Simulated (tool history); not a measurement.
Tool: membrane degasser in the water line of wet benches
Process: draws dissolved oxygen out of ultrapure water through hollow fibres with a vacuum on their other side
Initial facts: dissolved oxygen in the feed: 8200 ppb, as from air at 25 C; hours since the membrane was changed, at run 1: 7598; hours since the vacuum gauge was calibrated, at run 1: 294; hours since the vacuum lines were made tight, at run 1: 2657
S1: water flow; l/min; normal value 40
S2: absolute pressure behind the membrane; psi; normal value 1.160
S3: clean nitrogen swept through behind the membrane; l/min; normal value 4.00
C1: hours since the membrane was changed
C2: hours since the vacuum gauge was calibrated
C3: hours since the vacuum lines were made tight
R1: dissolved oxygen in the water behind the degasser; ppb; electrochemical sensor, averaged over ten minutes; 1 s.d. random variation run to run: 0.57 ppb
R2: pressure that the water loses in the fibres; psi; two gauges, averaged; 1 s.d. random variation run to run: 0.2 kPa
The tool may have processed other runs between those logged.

run,day,S1,S2,S3,C1,C2,C3,R1,R2
1,0.000,40,1.160,4.00,7598,294,2657,121.0,6.522
2,11.350,40,1.160,4.00,7870,566,2930,120.3,6.479
3,16.929,26,1.160,4.00,8004,700,3064,77.0,4.242
4,26.621,26,1.160,4.00,8236,932,3296,77.1,4.226
5,32.258,26,1.160,4.00,8372,1068,3432,77.0,4.231
6,38.333,40,1.160,4.00,8517,1214,3577,121.7,6.548
7,50.408,40,1.160,4.00,8807,1503,3867,121.1,6.582
8,57.358,40,1.160,4.00,8974,1670,4034,122.4,6.580
# day 68.829: seals of the vacuum lines changed
9,68.917,27,1.160,4.00,9250,1946,2,80.4,4.383
10,75.404,40,1.160,4.00,9405,2101,158,122.3,6.548
11,84.225,40,1.160,2.08,9617,2313,369,215.7,6.524
12,94.362,40,1.160,2.08,9860,2556,613,215.5,6.637
13,101.279,40,1.160,2.08,10026,2722,779,216.3,6.583
14,110.500,40,1.160,5.45,10248,2944,1000,95.2,6.617
15,117.033,40,1.160,4.00,10404,3100,1157,123.2,6.551
16,126.096,54,2.860,2.68,10622,3318,1374,715.6,8.920
17,131.517,40,0.851,4.00,10752,3448,1504,74.7,6.620
18,142.946,40,1.727,4.00,11026,3722,1779,212.6,6.649
# day 143.746: vacuum gauge calibrated
19,153.221,40,1.727,4.00,11272,227,2025,214.0,6.660
20,162.221,61,1.117,4.44,11488,443,2241,189.5,10.141
# day 169.146: vacuum gauge calibrated, once more
21,171.779,49,0.753,2.18,11717,63,2470,117.2,8.193
22,181.646,32,1.160,3.05,11954,300,2707,120.6,5.333
23,187.783,40,1.160,11.12,12101,447,2854,51.9,6.676
24,193.358,41,1.401,2.39,12235,581,2988,253.2,6.868
# day 200.842: membrane cartridge changed
25,200.842,41,1.401,2.39,0,757,3163,252.8,6.280
26,212.225,33,0.980,4.00,273,1030,3436,71.9,5.092
27,221.196,40,2.010,4.00,488,1245,3652,251.2,6.224
28,233.233,54,1.839,2.52,777,1534,3941,446.2,8.350
29,242.938,61,2.250,9.29,1010,1767,4174,219.8,9.458

Some steps in R1, run to run, broken into two amounts with sign: the step expected even without the hidden condition (settings, incoming material, random variation), and the rest, left for the hidden condition together with whatever gauge scatter is not in both the measured and the hidden-condition-free result:
Hidden conditions of the tool in this case: membrane still open, %; true pressure behind the membrane over the reading, kPa; air that leaks in behind the membrane, l/min; drift of the gauge itself on oxygen_ppb, %; drift of the gauge itself on loss_of_pressure_kpa, %.
Run 15 -> 16: S1 40 -> 54, S2 1.160 -> 2.860, S3 4.00 -> 2.68. R1 +592.4 ppb: hidden state +7.0, all else +585.4.
Run 16 -> 17: S1 54 -> 40, S2 2.860 -> 0.851, S3 2.68 -> 4.00. R1 -640.9 ppb: hidden state -6.5, all else -634.4.
Run 19 -> 20: S1 40 -> 61, S2 1.727 -> 1.117, S3 4.00 -> 4.44. R1 -24.5 ppb: hidden state +12.0, all else -36.5.
Run 20 -> 21: S1 61 -> 49, S2 1.117 -> 0.753, S3 4.44 -> 2.18, vacuum gauge calibrated, once more. R1 -72.3 ppb: hidden state -13.4, all else -58.9.
